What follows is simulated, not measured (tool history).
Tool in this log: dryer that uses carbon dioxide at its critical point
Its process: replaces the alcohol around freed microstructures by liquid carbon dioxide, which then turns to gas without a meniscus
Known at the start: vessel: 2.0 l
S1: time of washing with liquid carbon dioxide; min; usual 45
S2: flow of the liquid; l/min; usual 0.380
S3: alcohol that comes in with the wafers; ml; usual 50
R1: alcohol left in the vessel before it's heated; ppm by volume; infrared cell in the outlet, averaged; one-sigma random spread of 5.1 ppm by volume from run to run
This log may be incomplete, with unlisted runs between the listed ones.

run,hour,S1,S2,S3,R1
1,0.0,45,0.380,50,95
2,8.8,45,0.380,50,96
3,14.0,45,0.380,50,109
4,23.3,42,0.380,50,147
5,27.9,42,0.380,50,134
6,34.6,42,0.380,50,148
7,41.7,42,0.380,50,145
8,49.2,42,0.380,50,147
9,57.9,42,0.380,50,145
10,63.7,42,0.380,50,152
11,70.7,42,0.380,50,155
12,77.6,63,0.380,50,22
13,82.9,63,0.380,50,24
14,89.1,63,0.380,50,23
15,97.8,63,0.380,50,28
16,102.7,45,0.380,50,115
17,108.4,45,0.380,50,117
18,112.9,45,0.398,50,98
19,117.9,45,0.398,50,96
20,123.2,45,0.398,50,100
21,131.3,45,0.398,41,78
22,139.9,56,0.583,45,26
23,144.7,29,0.334,85,1941
24,150.0,34,0.334,85,1159
25,158.2,45,0.388,41,109
26,164.5,70,0.386,105,30
27,171.0,31,0.235,50,2691
28,178.0,31,0.566,59,121
29,185.0,45,0.379,50,147
30,190.3,45,0.379,50,131
31,196.7,45,0.380,21,76
32,203.5,48,0.380,77,152
33,208.9,62,0.617,73,33
34,215.5,69,0.380,50,39
35,222.0,56,0.499,50,39
36,230.6,56,0.499,50,35
37,239.0,45,0.254,50,773
38,246.4,45,0.254,50,785
39,253.2,45,0.254,50,784
40,260.8,30,0.265,50,2268
41,267.9,30,0.265,50,2275

Same runs, no hidden state in the tool, same run-to-run variation:
The hidden state here: flow that reaches the vessel past the clogged filter, %; alcohol in the recycled carbon dioxide, ppm; drift of the gauge itself on alcohol_ppm, %.
run,R1
1,58
2,57
3,69
4,91
5,78
6,90
7,86
8,86
9,82
10,87
11,88
12,5
13,7
14,4
15,8
16,56
17,58
18,46
19,46
20,47
21,30
22,6
23,1353
24,753
25,52
26,2
27,2046
28,52
29,69
30,55
31,27
32,66
33,4
34,7
35,7
36,3
37,471
38,477
39,475
40,1616
41,1615

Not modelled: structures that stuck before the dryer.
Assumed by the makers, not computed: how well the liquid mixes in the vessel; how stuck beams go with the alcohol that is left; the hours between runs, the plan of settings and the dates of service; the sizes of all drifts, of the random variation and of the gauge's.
